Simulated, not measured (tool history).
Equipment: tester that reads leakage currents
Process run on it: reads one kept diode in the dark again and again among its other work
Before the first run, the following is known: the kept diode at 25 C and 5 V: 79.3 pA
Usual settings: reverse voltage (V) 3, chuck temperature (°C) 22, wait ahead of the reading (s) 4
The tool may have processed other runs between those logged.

run,hour,reverse voltage (V),chuck temperature (°C),wait ahead of the reading (s),current that the tester gives (pA)
1,0,3,22,4,51.12
2,17.2,3,22,4,51.59
3,52.3,3,22,4,51.53
4,90.5,16.74,22,4,112.75
5,119.8,3,22,4,51.17
# hour 125.7: probe card cleaned and baked
6,143.3,3,22,4,53.02
7,181,3,22,4,53.19
8,213.6,3,22,4,52.8
9,234,3,22,4,52.9
10,261.6,1.09,53,0.49,378.22
11,294.5,3.68,27,2.71,85.09
12,319.4,3,53,0.65,542.13

What does the tool deliver on the next run?
13,345.2,1.74,21,4.96,?

current that the tester gives (pA): 38.35
Were there no unlogged condition in the tool, this run, its random variation unchanged, would have produced current that the tester gives (pA) 38.56.

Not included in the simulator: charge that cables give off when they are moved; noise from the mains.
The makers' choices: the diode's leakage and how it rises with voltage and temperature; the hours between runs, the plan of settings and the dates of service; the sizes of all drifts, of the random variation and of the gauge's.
